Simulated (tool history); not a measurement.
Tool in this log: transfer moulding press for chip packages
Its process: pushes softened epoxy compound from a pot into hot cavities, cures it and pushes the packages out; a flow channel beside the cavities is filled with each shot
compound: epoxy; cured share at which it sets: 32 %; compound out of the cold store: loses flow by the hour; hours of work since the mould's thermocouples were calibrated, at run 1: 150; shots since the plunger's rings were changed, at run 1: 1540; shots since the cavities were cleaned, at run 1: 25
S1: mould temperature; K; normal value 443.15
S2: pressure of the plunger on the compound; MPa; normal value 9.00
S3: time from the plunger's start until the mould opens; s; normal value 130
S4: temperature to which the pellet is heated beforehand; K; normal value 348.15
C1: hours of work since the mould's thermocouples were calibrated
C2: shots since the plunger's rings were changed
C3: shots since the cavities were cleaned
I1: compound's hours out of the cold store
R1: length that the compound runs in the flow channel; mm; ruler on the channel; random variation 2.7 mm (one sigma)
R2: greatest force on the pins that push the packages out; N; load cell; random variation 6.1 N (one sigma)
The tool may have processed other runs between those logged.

Run 1, day 0.000: usual settings; C1 150; C2 1540; C3 25; I1 10.6. Result: R1 594 mm, R2 258 N.
Run 2, day 1.721: usual settings; C1 168; C2 1813; C3 298; I1 28.3. Result: R1 537 mm, R2 386 N.
At day 2.504: cavities cleaned with cleaning compound and waxed.
Run 3, day 2.892: usual settings but S3 167 s; C1 179; C2 1989; C3 61; I1 31.1. Result: R1 530 mm, R2 252 N.
At day 5.146: cavities cleaned with cleaning compound and waxed.
Run 4, day 5.146: usual settings but S3 167 s; C1 203; C2 2337; C3 0; I1 34.2. Result: R1 522 mm, R2 226 N.
Run 5, day 6.212: usual settings but S3 167 s; C1 214; C2 2506; C3 169; I1 37.1. Result: R1 510 mm, R2 308 N.
At day 7.767: cavities cleaned with cleaning compound and waxed.
Run 6, day 7.862: usual settings but S3 167 s; C1 231; C2 2758; C3 15; I1 8.6. Result: R1 588 mm, R2 228 N.
Run 7, day 9.204: usual settings; C1 245; C2 2971; C3 228; I1 40.5. Result: R1 503 mm, R2 361 N.
Run 8, day 10.154: usual settings but S2 10.53 MPa; C1 255; C2 3121; C3 378; I1 32.0. Result: R1 566 mm, R2 405 N.
At day 10.425: cavities cleaned with cleaning compound and waxed.
Run 9, day 11.846: usual settings but S1 450.15 K; C1 272; C2 3380; C3 225; I1 16.8. Result: R1 536 mm, R2 319 N.
At day 13.112: cavities cleaned with cleaning compound and waxed.
Run 10, day 13.575: usual settings but S1 450.15 K; C1 290; C2 3644; C3 73; I1 33.8. Result: R1 494 mm, R2 264 N.
Run 11, day 15.171: usual settings; C1 306; C2 3897; C3 326; I1 37.9. Result: R1 505 mm, R2 390 N.
At day 15.792: cavities cleaned with cleaning compound and waxed.
Run 12, day 16.529: usual settings; C1 320; C2 4103; C3 117; I1 36.9. Result: R1 511 mm, R2 317 N.
Run 13, day 18.004: usual settings; C1 336; C2 4337; C3 351; I1 37.5. Result: R1 504 mm, R2 409 N.
At day 18.454: cavities cleaned with cleaning compound and waxed.
Run 14, day 19.896: usual settings but S4 355.15 K; C1 355; C2 4627; C3 229; I1 18.1. Result: R1 556 mm, R2 367 N.
At day 21.179: cavities cleaned with cleaning compound and waxed.
Run 15, day 21.388: usual settings but S4 355.15 K; C1 370; C2 4854; C3 34; I1 28.0. Result: R1 528 mm, R2 259 N.
Run 16, day 22.504: usual settings but S4 355.15 K; C1 382; C2 5031; C3 211; I1 24.0. Result: R1 539 mm, R2 362 N.
At day 23.796: cavities cleaned with cleaning compound and waxed.
Run 17, day 24.404: usual settings but S4 355.15 K; C1 401; C2 5322; C3 96; I1 35.6. Result: R1 505 mm, R2 287 N.
Run 18, day 26.112: usual settings but S2 7.06 MPa, S4 355.15 K; C1 419; C2 5594; C3 368; I1 32.9. Result: R1 452 mm, R2 404 N.
At day 26.538: cavities cleaned with cleaning compound and waxed.
At day 27.825: mould's thermocouples calibrated.
Run 19, day 28.154: usual settings but S2 6.93 MPa, S3 113 s, S4 358.15 K; C1 3; C2 5894; C3 244; I1 23.0. Result: R1 466 mm, R2 380 N.
At day 29.296: cavities cleaned with cleaning compound and waxed.
Run 20, day 30.050: usual settings but S2 6.93 MPa, S3 113 s, S4 358.15 K; C1 23; C2 6185; C3 120; I1 14.8. Result: R1 482 mm, R2 341 N.
Run 21, day 31.042: usual settings but S1 444.15 K, S2 6.93 MPa, S3 115 s, S4 339.15 K; C1 33; C2 6342; C3 277; I1 42.8. Result: R1 415 mm, R2 397 N.
At day 31.988: cavities cleaned with cleaning compound and waxed.
Run 22, day 33.262: usual settings but S1 444.15 K, S2 6.93 MPa, S3 115 s, S4 339.15 K; C1 56; C2 6684; C3 202; I1 41.8. Result: R1 417 mm, R2 361 N.
At day 34.671: plunger's sealing rings changed.
At day 34.733: cavities cleaned with cleaning compound and waxed.
Run 23, day 35.671: usual settings but S1 442.15 K, S2 10.91 MPa; C1 80; C2 149; C3 149; I1 33.8. Result: R1 585 mm, R2 335 N.
Run 24, day 37.067: usual settings but S2 6.85 MPa; C1 94; C2 371; C3 371; I1 11.6. Result: R1 516 mm, R2 403 N.
At day 37.446: cavities cleaned with cleaning compound and waxed.
Run 25, day 38.975: usual settings but S2 10.38 MPa; C1 114; C2 663; C3 242; I1 31.5. Result: R1 572 mm, R2 359 N.
At day 40.092: cavities cleaned with cleaning compound and waxed.
Run 26, day 40.092: usual settings but S1 451.15 K; C1 125; C2 830; C3 0; I1 22.5. Result: R1 525 mm, R2 209 N.
Run 27, day 41.921: usual settings but S1 451.15 K; C1 144; C2 1121; C3 291; I1 45.8. Result: R1 476 mm, R2 345 N.
At day 42.862: cavities cleaned with cleaning compound and waxed.
Run 28, day 43.329: usual settings but S1 444.15 K, S2 8.20 MPa, S3 137 s, S4 353.15 K; C1 159; C2 1334; C3 74; I1 33.8. Result: R1 497 mm, R2 274 N.

Predict each of these 3 candidate next runs independently; none follows another, all start after run 28:
At day 45.592: cavities cleaned with cleaning compound and waxed.
Run A, day 45.592: usual settings but S1 444.15 K, S2 8.20 MPa, S3 164 s, S4 353.15 K; C1 182; C2 1683; C3 0; I1 39.6. Result: R1 ?, R2 ?.
At day 45.592: cavities cleaned with cleaning compound and waxed.
Run B, day 45.592: usual settings but S1 444.15 K, S2 8.20 MPa, S3 116 s, S4 353.15 K; C1 182; C2 1683; C3 0; I1 9.7. Result: R1 ?, R2 ?.
At day 45.592: cavities cleaned with cleaning compound and waxed.
Run C, day 45.592: usual settings but S1 436.15 K, S2 8.20 MPa, S3 143 s, S4 353.15 K; C1 182; C2 1683; C3 0; I1 34.9. Result: R1 ?, R2 ?.

run   R1   R2
  A  480  213
  B  562  246
  C  524  282
What these runs would have given with no unlogged condition in the tool:
run   R1   R2
  A  489  210
  B  572  241
  C  533  276

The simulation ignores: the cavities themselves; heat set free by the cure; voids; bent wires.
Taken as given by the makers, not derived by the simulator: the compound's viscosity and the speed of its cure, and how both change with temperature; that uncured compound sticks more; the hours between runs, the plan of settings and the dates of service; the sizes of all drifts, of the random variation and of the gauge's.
